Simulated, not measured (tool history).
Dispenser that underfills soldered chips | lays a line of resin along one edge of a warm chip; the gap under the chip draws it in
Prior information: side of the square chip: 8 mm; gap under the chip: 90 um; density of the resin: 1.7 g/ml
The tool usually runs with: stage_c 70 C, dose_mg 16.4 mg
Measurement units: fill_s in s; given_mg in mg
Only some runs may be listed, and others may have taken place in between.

run	hour	stage_c	dose_mg	fill_s	given_mg
1	0	70	16.4	47.5	15.7
2	2.3	56	16.4	101.2	15.73
3	4.3	70	18.6	55.7	17.91
4	7.7	70	18.6	63.2	17.83
# hour 8.7: new syringe of resin
5	13	70	18.6	54.4	17.87
6	16.1	68	18.6	65.5	17.67
# hour 18.7: new syringe of resin
7	20.8	70	16.4	50.9	15.64
8	24.8	70	16.4	58.1	15.7
9	27	70	16.4	63.8	15.55
# hour 28.7: new syringe of resin
10	30.1	70	16.4	49.3	15.64
11	34	70	16.4	55.7	15.39
12	37.4	84	16.4	34.4	15.46
# hour 38.8: new syringe of resin
13	42.2	84	16.4	27.7	15.57
14	46.5	70	19.9	59.2	18.82
# hour 49: new syringe of resin
15	51.5	70	19.9	49.1	18.72
16	55.6	76	16.4	44.5	15.51
17	58.7	76	16.4	50.6	15.49
# hour 59.4: new syringe of resin
18	63.4	76	16.4	41	15.47
19	67.4	70	16.4	61.7	15.44
# hour 69.5: new syringe of resin
20	72.5	70	15.8	52.3	14.81
21	75.9	70	15.8	59.7	14.72
# hour 79.7: new syringe of resin
22	80.4	68	16.3	52.3	15.37
# hour 82.6: dispensing valve cleaned and set on the balance
23	86.4	68	16.3	61.7	16.29
# hour 90.9: new syringe of resin
24	91.5	82	19.2	27.3	19.12
25	95.9	70	20.4	54	20.36
26	98.8	70	20.4	60.5	20.32
# hour 101: new syringe of resin
27	101.4	70	20.4	46.4	20.15
28	104.9	76	16.7	40.4	16.54
29	109.5	76	16.7	47.5	16.53
# hour 111.3: new syringe of resin
30	112.4	78	16.7	33.3	16.48
31	115.3	80	17.3	34.1	17.1
32	118.8	81	20.6	36.6	20.44
# hour 121.5: new syringe of resin
33	122.6	81	20.6	29.3	20.34
34	125.5	81	20.6	32.1	20.24
35	130.3	66	14.2	77.1	13.92
# hour 131.8: new syringe of resin
36	134.6	66	14.2	62.6	13.85
37	138.1	55	17.8	117.6	17.49

Below are 3 alternative next runs, each starting from the tool's condition after run 37. Predict each:
# hour 142: new syringe of resin
A	143.1	76	16.4	?	?
# hour 142: new syringe of resin
B	143.1	62	14.5	?	?
# hour 142: new syringe of resin
C	143.1	83	18.2	?	?

run	fill_s	given_mg
A	37.6	16
B	71.8	14.1
C	27.1	17.9
With no hidden state in the tool, these same runs would have given:
run	fill_s	given_mg
A	35.8	16.34
B	68.3	14.4
C	25.8	18.29

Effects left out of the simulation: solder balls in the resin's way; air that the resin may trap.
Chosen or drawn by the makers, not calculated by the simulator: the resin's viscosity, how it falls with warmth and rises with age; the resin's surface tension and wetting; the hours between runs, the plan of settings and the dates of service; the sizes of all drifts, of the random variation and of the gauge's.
